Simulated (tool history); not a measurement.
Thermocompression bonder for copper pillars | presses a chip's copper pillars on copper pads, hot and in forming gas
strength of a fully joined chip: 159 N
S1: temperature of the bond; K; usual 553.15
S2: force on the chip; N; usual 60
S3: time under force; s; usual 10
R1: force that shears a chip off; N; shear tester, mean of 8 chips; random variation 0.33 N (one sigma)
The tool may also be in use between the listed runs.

run 1 hour=0.0 | S1=553.15 S2=60 S3=10 | R1=60.8
run 2 hour=9.5 | S1=577.15 S2=60 S3=10 | R1=79.5
run 3 hour=14.8 | S1=553.15 S2=60 S3=10 | R1=61.1
run 4 hour=23.2 | S1=553.15 S2=74 S3=10 | R1=68.8
run 5 hour=32.8 | S1=553.15 S2=74 S3=10 | R1=69.2
run 6 hour=42.1 | S1=553.15 S2=60 S3=10 | R1=61.6
run 7 hour=50.9 | S1=553.15 S2=60 S3=10 | R1=61.5
run 8 hour=60.5 | S1=553.15 S2=60 S3=10 | R1=61.5
run 9 hour=68.0 | S1=553.15 S2=60 S3=10 | R1=61.9
run 10 hour=75.7 | S1=553.15 S2=71 S3=10 | R1=67.8
run 11 hour=82.0 | S1=553.15 S2=53 S3=10 | R1=57.2
run 12 hour=89.0 | S1=553.15 S2=60 S3=12 | R1=66.3
run 13 hour=96.0 | S1=553.15 S2=60 S3=12 | R1=65.8
run 14 hour=102.5 | S1=553.15 S2=60 S3=12 | R1=65.7
run 15 hour=109.3 | S1=553.15 S2=60 S3=10 | R1=61.8
-- hour=112.0 forming gas filter changed
run 16 hour=116.0 | S1=553.15 S2=60 S3=10 | R1=63.0
run 17 hour=120.8 | S1=553.15 S2=60 S3=10 | R1=63.6
run 18 hour=131.6 | S1=553.15 S2=60 S3=10 | R1=62.9
run 19 hour=141.4 | S1=553.15 S2=60 S3=10 | R1=63.7
run 20 hour=147.8 | S1=553.15 S2=50 S3=10 | R1=57.4
run 21 hour=153.1 | S1=549.15 S2=40 S3=8 | R1=44.3
run 22 hour=157.6 | S1=549.15 S2=40 S3=8 | R1=43.8
run 23 hour=168.2 | S1=549.15 S2=40 S3=8 | R1=43.9
run 24 hour=178.2 | S1=559.15 S2=47 S3=23 | R1=82.0
run 25 hour=187.6 | S1=553.15 S2=82 S3=6 | R1=62.2
run 26 hour=192.0 | S1=529.15 S2=41 S3=5 | R1=27.4
run 27 hour=198.4 | S1=524.15 S2=42 S3=7 | R1=30.5
run 28 hour=206.9 | S1=542.15 S2=60 S3=17 | R1=68.3
run 29 hour=215.5 | S1=533.15 S2=60 S3=10 | R1=49.1
run 30 hour=222.1 | S1=533.15 S2=60 S3=10 | R1=50.1
run 31 hour=232.5 | S1=533.15 S2=60 S3=10 | R1=49.7
-- hour=244.8 heater calibrated with a thermocouple chip
run 32 hour=244.8 | S1=532.15 S2=48 S3=6 | R1=30.4
run 33 hour=252.5 | S1=553.15 S2=65 S3=10 | R1=60.3
run 34 hour=262.7 | S1=569.15 S2=38 S3=10 | R1=53.9
run 35 hour=269.9 | S1=538.15 S2=53 S3=6 | R1=35.2
run 36 hour=275.0 | S1=538.15 S2=53 S3=6 | R1=34.6
run 37 hour=285.4 | S1=572.15 S2=60 S3=14 | R1=80.3
run 38 hour=291.3 | S1=540.15 S2=72 S3=6 | R1=44.3
run 39 hour=295.7 | S1=540.15 S2=72 S3=6 | R1=43.3

Each run again, without the hidden state but with its own random variation kept:
What the log doesn't record here: true temperature of the bond over the reading, C; force that reaches the chip, % of what is set; oxide that the forming gas leaves, % of the face; drift of the gauge itself on shear_n, %.
run=1 R1=57.1
run=2 R1=75.9
run=3 R1=57.4
run=4 R1=64.8
run=5 R1=65.2
run=6 R1=57.8
run=7 R1=57.7
run=8 R1=57.7
run=9 R1=58.1
run=10 R1=63.7
run=11 R1=53.5
run=12 R1=62.3
run=13 R1=61.8
run=14 R1=61.7
run=15 R1=57.9
run=16 R1=57.4
run=17 R1=58.0
run=18 R1=57.4
run=19 R1=58.1
run=20 R1=52.2
run=21 R1=39.9
run=22 R1=39.5
run=23 R1=39.6
run=24 R1=75.6
run=25 R1=56.5
run=26 R1=24.2
run=27 R1=26.9
run=28 R1=62.0
run=29 R1=43.9
run=30 R1=44.9
run=31 R1=44.5
run=32 R1=30.7
run=33 R1=60.8
run=34 R1=54.3
run=35 R1=35.5
run=36 R1=34.9
run=37 R1=80.8
run=38 R1=44.6
run=39 R1=43.6
